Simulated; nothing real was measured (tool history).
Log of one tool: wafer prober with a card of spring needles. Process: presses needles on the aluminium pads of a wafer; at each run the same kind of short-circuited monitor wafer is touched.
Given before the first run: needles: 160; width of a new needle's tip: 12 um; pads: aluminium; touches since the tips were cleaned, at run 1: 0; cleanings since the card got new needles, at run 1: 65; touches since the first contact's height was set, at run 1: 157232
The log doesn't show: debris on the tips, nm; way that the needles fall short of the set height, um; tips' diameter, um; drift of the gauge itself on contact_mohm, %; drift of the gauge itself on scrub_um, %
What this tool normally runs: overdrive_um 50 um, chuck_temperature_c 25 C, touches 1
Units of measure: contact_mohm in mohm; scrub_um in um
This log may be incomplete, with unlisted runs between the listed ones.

run	hour	overdrive_um	chuck_temperature_c	touches	touches since the tips were cleaned	cleanings since the card got new needles	touches since the first contact's height was set	contact_mohm	scrub_um
1	0	50	25	1	0	65	157232	217	12.89
# hour 17.3: tips cleaned on abrasive film
# hour 31.1: tips cleaned on abrasive film
# hour 34.8: height of the first contact set anew
# hour 48.7: tips cleaned on abrasive film
# hour 66: tips cleaned on abrasive film
2	69	45	25	1	1932	69	21739	304	11.88
# hour 82.8: tips cleaned on abrasive film
# hour 100.1: tips cleaned on abrasive film
# hour 115.5: tips cleaned on abrasive film
3	115.5	45	25	1	0	72	51369	218	11.83
# hour 132.8: tips cleaned on abrasive film
# hour 150.1: tips cleaned on abrasive film
4	150.3	45	25	1	166	74	73543	241	11.75
# hour 164.1: tips cleaned on abrasive film
# hour 181.4: tips cleaned on abrasive film
# hour 195.3: tips cleaned on abrasive film
# hour 212.5: tips cleaned on abrasive film
5	215.2	45	25	1	1696	78	114847	282	11.64
# hour 229: tips cleaned on abrasive film
# hour 246.3: tips cleaned on abrasive film
# hour 263.5: tips cleaned on abrasive film
# hour 280.7: tips cleaned on abrasive film
6	293.4	45	25	1	8093	82	164690	406	11.54
# hour 296.9: tips cleaned on abrasive film
# hour 314.1: tips cleaned on abrasive film
# hour 314.4: height of the first contact set anew
# hour 331.6: tips cleaned on abrasive film
# hour 347: tips cleaned on abrasive film
7	347	45	25	1	0	86	20753	221	11.93
# hour 364.2: tips cleaned on abrasive film
# hour 378.1: tips cleaned on abrasive film
# hour 391.9: tips cleaned on abrasive film
# hour 409.2: tips cleaned on abrasive film
8	420.2	45	25	1	7045	90	67404	389	11.76
# hour 423.7: tips cleaned on abrasive film
# hour 441: tips cleaned on abrasive film
# hour 458.2: tips cleaned on abrasive film
9	471.5	45	25	1	8548	93	100121	405	11.68
# hour 475.1: tips cleaned on abrasive film
# hour 492.3: tips cleaned on abrasive film
# hour 509.6: tips cleaned on abrasive film
# hour 526.9: tips cleaned on abrasive film
# hour 544.1: tips cleaned on abrasive film
10	550	50	25	1	3740	98	150076	329	12.9
# hour 560.4: tips cleaned on abrasive film
# hour 577.7: tips cleaned on abrasive film
# hour 594.9: tips cleaned on abrasive film
# hour 595.2: height of the first contact set anew
# hour 612.4: tips cleaned on abrasive film
11	620.5	50	27	2	5182	102	16133	290	13.27
# hour 627.5: tips cleaned on abrasive film
# hour 641.3: tips cleaned on abrasive film
# hour 658.6: tips cleaned on abrasive film
12	663.3	50	27	2	3020	105	43360	265	13.17
# hour 673.7: tips cleaned on abrasive film
# hour 691: tips cleaned on abrasive film
# hour 708.2: tips cleaned on abrasive film
13	712.5	68	64	1	2710	108	74680	264	17.9
# hour 722.9: tips cleaned on abrasive film
# hour 736.7: tips cleaned on abrasive film
# hour 754: tips cleaned on abrasive film
# hour 771.3: tips cleaned on abrasive film
# hour 788.5: tips cleaned on abrasive film
14	793.6	32	57	1	3224	113	126321	459	8.15
# hour 804: tips cleaned on abrasive film
# hour 821.2: tips cleaned on abrasive film
# hour 838.5: tips cleaned on abrasive film
# hour 855.7: tips cleaned on abrasive film
# hour 873: tips cleaned on abrasive film
# hour 875.9: height of the first contact set anew
15	875.9	32	57	1	1725	118	0	405	8.49
# hour 889.7: tips cleaned on abrasive film
# hour 907: tips cleaned on abrasive film
# hour 924.2: tips cleaned on abrasive film
# hour 938.1: tips cleaned on abrasive film
16	948.1	50	26	1	6446	122	46004	368	13.18
# hour 955.1: tips cleaned on abrasive film
# hour 972.4: tips cleaned on abrasive film
17	984.4	50	72	1	7692	124	69102	380	13.1
# hour 987.9: tips cleaned on abrasive film
# hour 1005.2: tips cleaned on abrasive film
# hour 1022.4: tips cleaned on abrasive film
# hour 1036.3: tips cleaned on abrasive film
18	1040.6	32	42	2	2787	128	104873	351	8.24
# hour 1051: tips cleaned on abrasive film
# hour 1068.3: tips cleaned on abrasive film
19	1078	50	53	1	6219	130	128700	387	12.99

Alternative continuations, all from the tool just after run 19; predict every row:
# hour 1085: tips cleaned on abrasive film
# hour 1102.2: tips cleaned on abrasive film
# hour 1119.5: tips cleaned on abrasive film
# hour 1136.8: tips cleaned on abrasive film
A	1136.8	47	25	1	0	134	166110	?	?
# hour 1085: tips cleaned on abrasive film
# hour 1102.2: tips cleaned on abrasive film
# hour 1119.5: tips cleaned on abrasive film
# hour 1136.8: tips cleaned on abrasive film
B	1136.8	50	105	1	0	134	166110	?	?
# hour 1085: tips cleaned on abrasive film
# hour 1102.2: tips cleaned on abrasive film
# hour 1119.5: tips cleaned on abrasive film
# hour 1136.8: tips cleaned on abrasive film
C	1136.8	57	28	3	0	134	166110	?	?
# hour 1085: tips cleaned on abrasive film
# hour 1102.2: tips cleaned on abrasive film
# hour 1119.5: tips cleaned on abrasive film
# hour 1136.8: tips cleaned on abrasive film
D	1136.8	50	44	2	0	134	166110	?	?

run	contact_mohm	scrub_um
A	238	12.06
B	250	12.86
C	217	14.72
D	232	12.83
Had the tool no hidden state, the same runs would have come out as:
run	contact_mohm	scrub_um
A	208	12.49
B	225	13.29
C	206	15.15
D	214	13.26

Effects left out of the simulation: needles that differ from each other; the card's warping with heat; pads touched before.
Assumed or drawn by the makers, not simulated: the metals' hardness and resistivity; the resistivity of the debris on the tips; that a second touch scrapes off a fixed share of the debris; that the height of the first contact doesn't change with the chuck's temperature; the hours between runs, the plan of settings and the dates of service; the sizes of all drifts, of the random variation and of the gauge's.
